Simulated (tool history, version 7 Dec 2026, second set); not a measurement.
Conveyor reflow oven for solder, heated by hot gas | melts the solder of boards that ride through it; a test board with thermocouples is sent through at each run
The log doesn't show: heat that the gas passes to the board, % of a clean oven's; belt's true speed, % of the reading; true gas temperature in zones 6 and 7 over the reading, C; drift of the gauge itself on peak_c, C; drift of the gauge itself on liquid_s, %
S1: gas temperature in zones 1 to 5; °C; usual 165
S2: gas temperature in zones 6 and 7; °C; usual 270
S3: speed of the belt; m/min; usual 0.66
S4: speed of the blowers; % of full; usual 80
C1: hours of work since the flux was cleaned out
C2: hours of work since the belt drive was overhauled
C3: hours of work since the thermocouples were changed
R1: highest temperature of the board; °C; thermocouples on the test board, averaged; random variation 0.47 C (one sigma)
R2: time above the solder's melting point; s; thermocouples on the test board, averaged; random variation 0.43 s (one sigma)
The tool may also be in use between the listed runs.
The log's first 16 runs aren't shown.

{"run": 17, "hour": 922.0, "S1": 165, "S2": 284, "S3": 0.609, "S4": 72, "C1": 278, "C2": 523, "C3": 563, "R1": 266.7, "R2": 64.5}
{"hour": 938.5, "done": "flux residue cleaned out of gas plates and filters"}
{"run": 18, "hour": 1002.7, "S1": 165, "S2": 284, "S3": 0.609, "S4": 72, "C1": 30, "C2": 559, "C3": 599, "R1": 266.3, "R2": 64.7}
{"run": 19, "hour": 1076.1, "S1": 165, "S2": 284, "S3": 0.609, "S4": 72, "C1": 65, "C2": 594, "C3": 634, "R1": 266.7, "R2": 64.2}
{"run": 20, "hour": 1136.0, "S1": 172, "S2": 285, "S3": 0.562, "S4": 74, "C1": 94, "C2": 622, "C3": 662, "R1": 272, "R2": 75.6}
{"run": 21, "hour": 1208.7, "S1": 172, "S2": 285, "S3": 0.562, "S4": 74, "C1": 128, "C2": 657, "C3": 697, "R1": 271.4, "R2": 75.5}
{"run": 22, "hour": 1254.2, "S1": 172, "S2": 282, "S3": 0.65, "S4": 74, "C1": 150, "C2": 678, "C3": 718, "R1": 263.4, "R2": 60.9}
{"run": 23, "hour": 1314.5, "S1": 172, "S2": 282, "S3": 0.65, "S4": 74, "C1": 178, "C2": 707, "C3": 747, "R1": 263.6, "R2": 61.1}
{"hour": 1339.2, "done": "thermocouples of zones 6 and 7 changed"}
{"run": 24, "hour": 1382.7, "S1": 169, "S2": 278, "S3": 0.66, "S4": 80, "C1": 210, "C2": 738, "C3": 21, "R1": 260.5, "R2": 58.5}
{"run": 25, "hour": 1447.6, "S1": 173, "S2": 278, "S3": 0.629, "S4": 80, "C1": 240, "C2": 769, "C3": 51, "R1": 263, "R2": 63.4}
{"run": 26, "hour": 1510.4, "S1": 173, "S2": 278, "S3": 0.629, "S4": 80, "C1": 270, "C2": 799, "C3": 81, "R1": 261.8, "R2": 63.8}
{"hour": 1547.6, "done": "flux residue cleaned out of gas plates and filters"}
{"run": 27, "hour": 1579.0, "S1": 176, "S2": 279, "S3": 0.629, "S4": 61, "C1": 15, "C2": 829, "C3": 111, "R1": 259.6, "R2": 62.5}
{"run": 28, "hour": 1616.4, "S1": 174, "S2": 278, "S3": 0.607, "S4": 75, "C1": 33, "C2": 846, "C3": 129, "R1": 263.4, "R2": 67}
{"run": 29, "hour": 1669.0, "S1": 174, "S2": 264, "S3": 0.607, "S4": 75, "C1": 58, "C2": 871, "C3": 154, "R1": 250.7, "R2": 59}
{"run": 30, "hour": 1718.7, "S1": 165, "S2": 282, "S3": 0.66, "S4": 80, "C1": 81, "C2": 895, "C3": 177, "R1": 263, "R2": 57.6}

Forecast each of these 4 alternatives for the next run:
{"run": "A", "hour": 1763.0, "S1": 177, "S2": 270, "S3": 0.66, "S4": 55, "C1": 102, "C2": 916, "C3": 198, "R1": "?", "R2": "?"}
{"run": "B", "hour": 1763.0, "S1": 154, "S2": 282, "S3": 0.66, "S4": 71, "C1": 102, "C2": 916, "C3": 198, "R1": "?", "R2": "?"}
{"run": "C", "hour": 1763.0, "S1": 166, "S2": 282, "S3": 0.66, "S4": 80, "C1": 102, "C2": 916, "C3": 198, "R1": "?", "R2": "?"}
{"run": "D", "hour": 1763.0, "S1": 154, "S2": 260, "S3": 0.66, "S4": 80, "C1": 102, "C2": 916, "C3": 198, "R1": "?", "R2": "?"}

run=A R1=250.1 R2=53.8
run=B R1=259.3 R2=52.4
run=C R1=263.4 R2=58.1
run=D R1=241.9 R2=40.5
Without the tool's hidden state the same runs would have given:
run=A R1=250.1 R2=53.8
run=B R1=259.3 R2=52.4
run=C R1=263.5 R2=58.1
run=D R1=242 R2=40.5
